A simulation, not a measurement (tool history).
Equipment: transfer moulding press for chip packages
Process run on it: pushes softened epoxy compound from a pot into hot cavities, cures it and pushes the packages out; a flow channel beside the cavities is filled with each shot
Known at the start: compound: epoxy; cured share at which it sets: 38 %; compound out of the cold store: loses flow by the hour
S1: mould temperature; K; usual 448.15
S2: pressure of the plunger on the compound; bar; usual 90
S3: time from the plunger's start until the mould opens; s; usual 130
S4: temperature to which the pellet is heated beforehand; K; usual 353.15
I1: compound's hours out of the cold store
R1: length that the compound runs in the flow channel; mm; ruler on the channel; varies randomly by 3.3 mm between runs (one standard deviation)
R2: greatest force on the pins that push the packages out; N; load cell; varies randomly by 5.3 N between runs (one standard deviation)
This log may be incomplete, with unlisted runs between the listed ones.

run	hour	S1	S2	S3	S4	I1	R1	R2
1	0	448.15	90	130	353.15	36.4	606	194
2	35.7	448.15	90	130	353.15	41.6	591	273
# hour 62.4: cavities cleaned with cleaning compound and waxed
3	62.4	448.15	90	130	353.15	18.9	657	168
4	113.1	448.15	90	130	353.15	13.8	672	291
# hour 132.4: cavities cleaned with cleaning compound and waxed
5	146.7	448.15	90	130	353.15	20.4	646	221
6	180.2	448.15	90	130	358.15	21.5	639	290
# hour 201.4: cavities cleaned with cleaning compound and waxed
7	204	448.15	90	130	347.15	28	611	178
8	253.9	448.15	90	130	347.15	44.3	561	291
# hour 272.1: cavities cleaned with cleaning compound and waxed
# hour 286.2: mould's thermocouples calibrated
9	298.2	448.15	90	130	347.15	31.5	590	238
# hour 337.3: plunger's sealing rings changed
# hour 344.6: cavities cleaned with cleaning compound and waxed
10	353.1	448.15	90	130	347.15	11.1	722	215
11	388.9	448.15	90	144	353.15	16.5	700	272
# hour 412.7: cavities cleaned with cleaning compound and waxed
12	412.7	448.15	90	144	353.15	27.7	661	168
13	445.3	448.15	90	130	353.15	31.9	637	250
# hour 482.6: cavities cleaned with cleaning compound and waxed
14	496.7	447.15	90	130	353.15	29.9	643	221
15	535.6	444.15	105	134	357.15	45.9	642	312
# hour 541.9: mould's thermocouples calibrated, once more
# hour 552.7: cavities cleaned with cleaning compound and waxed
16	578.1	444.15	105	138	357.15	12.5	766	281
17	603.1	448.15	88.1	138	343.15	12.4	691	286
# hour 623: cavities cleaned with cleaning compound and waxed
18	655.1	448.15	90	137	353.15	48	571	259
19	679.9	448.15	90	137	353.15	22.5	658	309
# hour 692.1: cavities cleaned with cleaning compound and waxed
20	713	441.15	109.1	130	347.15	36.6	680	329
21	740.4	445.15	90	130	353.15	15.4	681	328
# hour 763.6: cavities cleaned with cleaning compound and waxed
22	786.4	445.15	87	148	353.15	35.1	591	240
23	809.3	445.15	73.8	140	353.15	10.2	630	299
# hour 832.4: cavities cleaned with cleaning compound and waxed
24	854.5	455.15	90	130	346.15	21.6	618	222
25	892.3	448.15	90	130	353.15	17.2	650	304
# hour 902.9: cavities cleaned with cleaning compound and waxed
26	942.2	448.15	90	145	345.15	27.8	614	280
# hour 971.4: cavities cleaned with cleaning compound and waxed
27	982.2	448.15	76.6	126	353.15	42.4	513	206

Below are 3 alternative next runs, each starting from the tool's condition after run 27. Predict each:
# hour 1005.6: plunger's sealing rings changed
A	1016.4	444.15	76.6	126	353.15	32.7	?	?
# hour 1005.6: plunger's sealing rings changed
B	1016.4	448.15	90	120	353.15	41.3	?	?
# hour 1005.6: plunger's sealing rings changed
C	1016.4	444.15	90	130	353.15	29.3	?	?

run	R1	R2
A	605	327
B	612	302
C	666	307
Take away the tool's hidden state, keep each run's random variation, and the runs would have read:
run	R1	R2
A	609	206
B	616	191
C	671	192
